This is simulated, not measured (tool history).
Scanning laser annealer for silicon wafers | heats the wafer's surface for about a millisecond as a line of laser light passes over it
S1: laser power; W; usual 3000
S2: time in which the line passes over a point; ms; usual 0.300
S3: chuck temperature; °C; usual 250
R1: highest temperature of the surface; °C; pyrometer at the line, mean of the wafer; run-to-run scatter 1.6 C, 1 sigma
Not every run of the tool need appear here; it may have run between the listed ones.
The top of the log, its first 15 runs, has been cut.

run,hour,S1,S2,S3,R1
16,216.1,3000,0.300,214,939
17,225.7,3000,0.346,250,1030
18,235.2,2903,0.370,245,1026
19,250.4,2737,0.212,250,814
20,270.6,2737,0.212,250,812
21,279.0,2612,0.300,250,888
22,294.1,2612,0.300,250,890
23,310.9,2612,0.300,250,890
24,324.1,2612,0.300,250,886
25,342.7,3000,0.300,275,997
26,355.5,3000,0.300,275,996
27,369.8,3000,0.300,275,999
28,388.6,2774,0.256,221,840
# hour 402.8: window over the wafer cleaned
29,402.8,2774,0.256,221,871
30,416.3,2752,0.290,231,916
31,432.1,3000,0.243,271,949
32,452.1,3022,0.339,260,1063

Run 33 has not been measured yet. What should we expect?
33,465.9,3000,0.350,250,?

R1: 1058 °C
Were there no unlogged condition in the tool, this run, its random variation unchanged, would have produced R1 1059 °C.

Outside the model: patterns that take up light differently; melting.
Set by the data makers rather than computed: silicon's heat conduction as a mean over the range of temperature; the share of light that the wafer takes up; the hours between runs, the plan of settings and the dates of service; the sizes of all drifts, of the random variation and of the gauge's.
